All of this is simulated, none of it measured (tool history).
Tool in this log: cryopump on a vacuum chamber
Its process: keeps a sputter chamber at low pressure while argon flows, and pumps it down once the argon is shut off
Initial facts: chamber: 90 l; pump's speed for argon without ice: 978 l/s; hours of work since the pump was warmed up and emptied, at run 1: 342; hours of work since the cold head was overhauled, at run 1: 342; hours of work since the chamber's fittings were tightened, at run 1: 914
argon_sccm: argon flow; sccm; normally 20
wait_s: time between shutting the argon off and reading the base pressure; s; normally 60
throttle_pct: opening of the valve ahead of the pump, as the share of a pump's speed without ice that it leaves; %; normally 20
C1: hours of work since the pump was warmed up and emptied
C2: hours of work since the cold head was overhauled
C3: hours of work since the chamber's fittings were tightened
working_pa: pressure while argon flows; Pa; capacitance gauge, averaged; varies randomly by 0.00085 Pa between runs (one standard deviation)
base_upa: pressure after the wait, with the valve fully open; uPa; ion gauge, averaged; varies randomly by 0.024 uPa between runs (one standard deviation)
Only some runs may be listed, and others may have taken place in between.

Run 1, hour 0: usual settings; C1 342; C2 342; C3 914. Result: working_pa 0.1786 Pa, base_upa 1.43 uPa.
Run 2, hour 13.7: usual settings; C1 349; C2 349; C3 921. Result: working_pa 0.178 Pa, base_upa 1.49 uPa.
Run 3, hour 31.3: usual settings; C1 358; C2 358; C3 930. Result: working_pa 0.1764 Pa, base_upa 1.52 uPa.
Run 4, hour 44.6: usual settings; C1 364; C2 364; C3 936. Result: working_pa 0.1774 Pa, base_upa 1.49 uPa.
Run 5, hour 60: usual settings; C1 372; C2 372; C3 944. Result: working_pa 0.1768 Pa, base_upa 1.5 uPa.
Run 6, hour 73.8: usual settings; C1 379; C2 379; C3 951. Result: working_pa 0.1765 Pa, base_upa 1.55 uPa.
Run 7, hour 85.1: usual settings but throttle_pct 39 %; C1 385; C2 385; C3 957. Result: working_pa 0.0946 Pa, base_upa 1.53 uPa.
Run 8, hour 96.1: usual settings but throttle_pct 39 %; C1 391; C2 391; C3 962. Result: working_pa 0.0952 Pa, base_upa 1.53 uPa.
Run 9, hour 111: usual settings but throttle_pct 39 %; C1 398; C2 398; C3 970. Result: working_pa 0.093 Pa, base_upa 1.49 uPa.
Run 10, hour 120.1: usual settings but throttle_pct 39 %; C1 403; C2 403; C3 975. Result: working_pa 0.0945 Pa, base_upa 1.46 uPa.
Run 11, hour 134.7: usual settings but throttle_pct 23 %; C1 410; C2 410; C3 982. Result: working_pa 0.1557 Pa, base_upa 1.53 uPa.
Run 12, hour 150.4: usual settings but throttle_pct 53 %; C1 418; C2 418; C3 990. Result: working_pa 0.0709 Pa, base_upa 1.55 uPa.
Run 13, hour 164.6: usual settings but throttle_pct 53 %; C1 425; C2 425; C3 997. Result: working_pa 0.0716 Pa, base_upa 1.54 uPa.
Run 14, hour 173.2: usual settings; C1 430; C2 430; C3 1001. Result: working_pa 0.1797 Pa, base_upa 1.53 uPa.
Run 15, hour 181.4: usual settings but wait_s 200 s; C1 434; C2 434; C3 1006. Result: working_pa 0.1787 Pa, base_upa 1.16 uPa.
Run 16, hour 194.1: usual settings but wait_s 200 s; C1 440; C2 440; C3 1012. Result: working_pa 0.1778 Pa, base_upa 1.2 uPa.
Run 17, hour 203.1: usual settings but throttle_pct 29 %; C1 445; C2 445; C3 1017. Result: working_pa 0.1259 Pa, base_upa 1.56 uPa.
Run 18, hour 211.2: usual settings but throttle_pct 29 %; C1 449; C2 449; C3 1021. Result: working_pa 0.1248 Pa, base_upa 1.57 uPa.
Run 19, hour 225.1: usual settings but argon_sccm 10 sccm, throttle_pct 24 %; C1 456; C2 456; C3 1028. Result: working_pa 0.0751 Pa, base_upa 1.57 uPa.
Run 20, hour 240.8: usual settings but wait_s 81 s, throttle_pct 44 %; C1 464; C2 464; C3 1036. Result: working_pa 0.0851 Pa, base_upa 1.43 uPa.
Run 21, hour 250.7: usual settings but wait_s 81 s, throttle_pct 44 %; C1 469; C2 469; C3 1041. Result: working_pa 0.0852 Pa, base_upa 1.5 uPa.
Run 22, hour 264.7: usual settings but wait_s 81 s, throttle_pct 44 %; C1 476; C2 476; C3 1048. Result: working_pa 0.0837 Pa, base_upa 1.41 uPa.
Run 23, hour 273.9: usual settings but wait_s 207 s; C1 481; C2 481; C3 1052. Result: working_pa 0.1803 Pa, base_upa 1.21 uPa.
Run 24, hour 286.3: usual settings but wait_s 207 s; C1 487; C2 487; C3 1059. Result: working_pa 0.1802 Pa, base_upa 1.24 uPa.
Run 25, hour 297: usual settings but wait_s 207 s; C1 492; C2 492; C3 1064. Result: working_pa 0.18 Pa, base_upa 1.2 uPa.
Run 26, hour 307.1: usual settings but wait_s 207 s; C1 497; C2 497; C3 1069. Result: working_pa 0.1791 Pa, base_upa 1.18 uPa.
Run 27, hour 323.1: usual settings but argon_sccm 15 sccm, wait_s 28 s, throttle_pct 19 %; C1 505; C2 505; C3 1077. Result: working_pa 0.141 Pa, base_upa 2.24 uPa.
Run 28, hour 340.7: usual settings but wait_s 66 s; C1 514; C2 514; C3 1086. Result: working_pa 0.1789 Pa, base_upa 1.56 uPa.
Run 29, hour 350.9: usual settings but wait_s 66 s; C1 520; C2 520; C3 1091. Result: working_pa 0.1812 Pa, base_upa 1.6 uPa.
Run 30, hour 361: usual settings but wait_s 66 s; C1 525; C2 525; C3 1097. Result: working_pa 0.1795 Pa, base_upa 1.59 uPa.
Run 31, hour 371: usual settings but argon_sccm 10 sccm, wait_s 35 s; C1 530; C2 530; C3 1102. Result: working_pa 0.0888 Pa, base_upa 2.15 uPa.
Run 32, hour 384.5: usual settings but argon_sccm 10 sccm, wait_s 35 s; C1 537; C2 537; C3 1109. Result: working_pa 0.0904 Pa, base_upa 2.04 uPa.
Run 33, hour 393.7: usual settings but wait_s 86 s; C1 541; C2 541; C3 1113. Result: working_pa 0.1815 Pa, base_upa 1.42 uPa.

Predict each of these 3 candidate next runs independently; none follows another, all start after run 33:
Run A, hour 406.8: usual settings but argon_sccm 31 sccm, wait_s 53 s, throttle_pct 52 %; C1 548; C2 548; C3 1120. Result: working_pa ?, base_upa ?.
Run B, hour 406.8: usual settings but wait_s 86 s, throttle_pct 36 %; C1 548; C2 548; C3 1120. Result: working_pa ?, base_upa ?.
Run C, hour 406.8: usual settings but argon_sccm 10 sccm, wait_s 102 s, throttle_pct 30 %; C1 548; C2 548; C3 1120. Result: working_pa ?, base_upa ?.

run  working_pa  base_upa
  A      0.1152       1.7
  B      0.1042      1.46
  C      0.0619      1.35
Without the tool's hidden state the same runs would have given:
run  working_pa  base_upa
  A      0.1038      0.93
  B      0.0968      0.68
  C      0.0582       0.6
